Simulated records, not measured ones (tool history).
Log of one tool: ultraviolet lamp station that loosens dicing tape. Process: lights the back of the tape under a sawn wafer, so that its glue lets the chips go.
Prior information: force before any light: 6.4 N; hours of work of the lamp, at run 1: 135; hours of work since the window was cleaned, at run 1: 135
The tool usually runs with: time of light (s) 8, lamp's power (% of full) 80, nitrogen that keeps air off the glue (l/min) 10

run   hour  time of light (s)  lamp's power (% of full)  nitrogen that keeps air off the glue (l/min)  hours of work of the lamp  hours of work since the window was cleaned  force that peels the tape off (N)  light that reached the tape (mJ/cm²)
  1      0                  8                        80                                            10                        135                                         135                               0.48                                   504
  2   28.5                  8                        80                                            10                        153                                         153                              0.512                                   500
  3   53.1                  8                        80                                            10                        169                                         169                              0.503                                   502
  4   79.6                 10                        80                                            10                        185                                         185                              0.338                                   619
  5  119.6                 10                        80                                            10                        211                                         211                              0.318                                   611
  6  160.8                 10                        80                                            10                        237                                         237                              0.337                                   602
  7  198.3                 10                        80                                            10                        261                                         261                               0.35                                   589
  8  236.9                 10                        80                                            10                        286                                         286                              0.361                                   591
     263.8  -- window cleaned of glue's vapour
  9  272.2                  8                        80                                            10                        308                                           5                              0.495                                   503
 10  311.9                  8                        80                                            10                        334                                          31                              0.531                                   485
 11  348.2                  8                        80                                            10                        357                                          54                              0.524                                   483
 12  381.4                  8                        80                                            10                        378                                          75                              0.565                                   475
 13    401                  8                        84                                            10                        391                                          88                              0.496                                   499
 14  441.3                  7                        76                                             6                        416                                         113                              1.113                                   390
 15  465.3                  7                        76                                             6                        432                                         129                              1.183                                   386
 16    493                  7                        67                                            14                        449                                         147                              0.857                                   341
 17    515                  7                        67                                            14                        463                                         161                               0.83                                   338

Run 18 has not been measured yet. What should we expect?
 18  547.9                  7                        67                                            14                        484                                         182                                  ?                                     ?

Run 18 produced force that peels the tape off (N) 0.882, light that reached the tape (mJ/cm²) 334.
Take away the tool's hidden state, keep the run-to-run variation as it was, and the same run would have given force that peels the tape off (N) 0.615, light that reached the tape (mJ/cm²) 402.

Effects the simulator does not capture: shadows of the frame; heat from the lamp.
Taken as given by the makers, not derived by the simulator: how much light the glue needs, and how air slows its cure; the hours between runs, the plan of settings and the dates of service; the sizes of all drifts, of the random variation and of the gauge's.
